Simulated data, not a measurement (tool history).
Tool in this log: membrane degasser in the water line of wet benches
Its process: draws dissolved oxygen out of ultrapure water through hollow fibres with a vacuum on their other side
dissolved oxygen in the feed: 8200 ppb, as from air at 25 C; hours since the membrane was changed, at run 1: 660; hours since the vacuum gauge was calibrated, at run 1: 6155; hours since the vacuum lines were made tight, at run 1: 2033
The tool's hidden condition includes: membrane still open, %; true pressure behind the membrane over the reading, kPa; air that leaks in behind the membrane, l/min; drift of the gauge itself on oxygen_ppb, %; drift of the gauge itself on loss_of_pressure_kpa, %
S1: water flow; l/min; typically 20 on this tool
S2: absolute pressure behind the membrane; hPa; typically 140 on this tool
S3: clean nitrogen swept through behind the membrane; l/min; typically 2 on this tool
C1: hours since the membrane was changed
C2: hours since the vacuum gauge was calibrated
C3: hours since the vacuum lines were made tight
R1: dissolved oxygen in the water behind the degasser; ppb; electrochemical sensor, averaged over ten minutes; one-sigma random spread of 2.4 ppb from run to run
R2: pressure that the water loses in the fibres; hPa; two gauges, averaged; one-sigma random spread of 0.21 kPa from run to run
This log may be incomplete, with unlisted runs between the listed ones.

run	hour	S1	S2	S3	C1	C2	C3	R1	R2
1	0	20	140	2	660	6155	2033	277.8	499
2	29	20	140	3.12	689	6184	2062	193.2	502
3	78.7	20	140	3.12	739	6234	2112	192.6	498.8
4	121.4	20	140	1.68	782	6276	2154	320.2	500.9
5	163.8	20	140	1.68	824	6319	2197	323.5	498.7
6	220.9	20	140	1.68	881	6376	2254	318.6	501.8
7	273.6	20	107	2	934	6429	2307	201.3	502.2
8	313.5	20	140	2	974	6468	2347	279.6	500.3
9	355.8	20	140	2	1016	6511	2389	276.5	500.7
10	410.1	20	140	2	1070	6565	2443	276.1	496.1
11	457.8	16	129	2.45	1118	6613	2491	162.4	401.4

Run 12 comes next. What will it give?
12	507.6	28	162	2	1168	6662	2541	?	?

Run 12 gave R1 495.2 ppb, R2 698 hPa.
Were there no unlogged condition in the tool, this run, its random variation unchanged, would have produced R1 495 ppb, R2 697.9 hPa.
